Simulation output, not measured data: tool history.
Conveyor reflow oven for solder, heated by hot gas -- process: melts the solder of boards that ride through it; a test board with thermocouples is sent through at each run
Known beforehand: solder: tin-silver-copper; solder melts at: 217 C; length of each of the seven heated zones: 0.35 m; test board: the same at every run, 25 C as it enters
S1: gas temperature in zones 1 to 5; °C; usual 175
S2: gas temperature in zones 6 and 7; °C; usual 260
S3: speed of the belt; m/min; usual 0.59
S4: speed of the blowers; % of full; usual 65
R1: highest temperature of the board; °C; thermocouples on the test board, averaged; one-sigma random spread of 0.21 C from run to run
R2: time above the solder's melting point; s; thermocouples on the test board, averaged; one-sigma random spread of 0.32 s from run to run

run 1 hour=0 | S1=175 S2=260 S3=0.59 S4=65 | R1=243.2 R2=46.5
run 2 hour=14.4 | S1=175 S2=260 S3=0.59 S4=65 | R1=243.2 R2=46.4
run 3 hour=32.8 | S1=168 S2=260 S3=0.59 S4=65 | R1=241.7 R2=42
run 4 hour=42.7 | S1=168 S2=260 S3=0.59 S4=65 | R1=241.7 R2=42.2
-- hour=48.1 thermocouples of zones 6 and 7 changed
run 5 hour=57.6 | S1=168 S2=260 S3=0.59 S4=65 | R1=241.8 R2=42.2
run 6 hour=70.3 | S1=175 S2=261 S3=0.59 S4=65 | R1=243.8 R2=46.9
run 7 hour=90.3 | S1=175 S2=261 S3=0.59 S4=65 | R1=243.9 R2=47.3
run 8 hour=110.4 | S1=175 S2=260 S3=0.522 S4=65 | R1=246.6 R2=57.6
run 9 hour=125.1 | S1=175 S2=260 S3=0.522 S4=65 | R1=246.6 R2=56.7
run 10 hour=145 | S1=175 S2=260 S3=0.522 S4=65 | R1=246.9 R2=57
run 11 hour=163.9 | S1=175 S2=260 S3=0.522 S4=65 | R1=246.7 R2=56.6
run 12 hour=178.7 | S1=175 S2=260 S3=0.522 S4=65 | R1=246.5 R2=56.9
run 13 hour=198.7 | S1=175 S2=253 S3=0.522 S4=65 | R1=240.2 R2=50.3
run 14 hour=212.9 | S1=175 S2=253 S3=0.522 S4=65 | R1=240.3 R2=50.7
run 15 hour=232.1 | S1=175 S2=253 S3=0.522 S4=65 | R1=240.6 R2=50.9
run 16 hour=247.1 | S1=163 S2=260 S3=0.59 S4=65 | R1=240.4 R2=39.6
run 17 hour=255.4 | S1=163 S2=260 S3=0.59 S4=65 | R1=240.8 R2=39.1
run 18 hour=264.3 | S1=163 S2=260 S3=0.59 S4=65 | R1=240.7 R2=40.1
run 19 hour=284.4 | S1=163 S2=260 S3=0.59 S4=65 | R1=240.6 R2=39.6
run 20 hour=292.9 | S1=170 S2=256 S3=0.594 S4=73 | R1=240.5 R2=42.5
run 21 hour=303.3 | S1=170 S2=256 S3=0.594 S4=73 | R1=240.5 R2=42.7
run 22 hour=312.5 | S1=170 S2=256 S3=0.594 S4=73 | R1=240.6 R2=42.7
run 23 hour=325.3 | S1=175 S2=260 S3=0.639 S4=65 | R1=240.4 R2=39.1
run 24 hour=338.8 | S1=175 S2=258 S3=0.545 S4=65 | R1=243.6 R2=51
run 25 hour=355.2 | S1=175 S2=258 S3=0.545 S4=65 | R1=243.7 R2=51.1
run 26 hour=369.5 | S1=189 S2=260 S3=0.59 S4=82 | R1=249.6 R2=56.8
run 27 hour=378.2 | S1=190 S2=256 S3=0.653 S4=82 | R1=244.1 R2=48.5
run 28 hour=390.4 | S1=175 S2=248 S3=0.59 S4=61 | R1=231.6 R2=32.8
run 29 hour=399.5 | S1=175 S2=248 S3=0.59 S4=61 | R1=231.4 R2=32.7
run 30 hour=410.3 | S1=175 S2=248 S3=0.59 S4=61 | R1=231.6 R2=33.1

Here are 3 independent what-if runs from the current tool condition. What would each one return?
run A hour=427.1 | S1=172 S2=260 S3=0.59 S4=65 | R1=? R2=?
run B hour=427.1 | S1=181 S2=275 S3=0.59 S4=65 | R1=? R2=?
run C hour=427.1 | S1=177 S2=271 S3=0.59 S4=51 | R1=? R2=?

run=A R1=242.1 R2=44.3
run=B R1=257 R2=57.9
run=C R1=247.4 R2=48.6
The same runs, with their run-to-run variation unchanged, on a tool lacking any hidden condition would have given:
run=A R1=242.2 R2=44.4
run=B R1=257 R2=57.9
run=C R1=247.5 R2=48.6
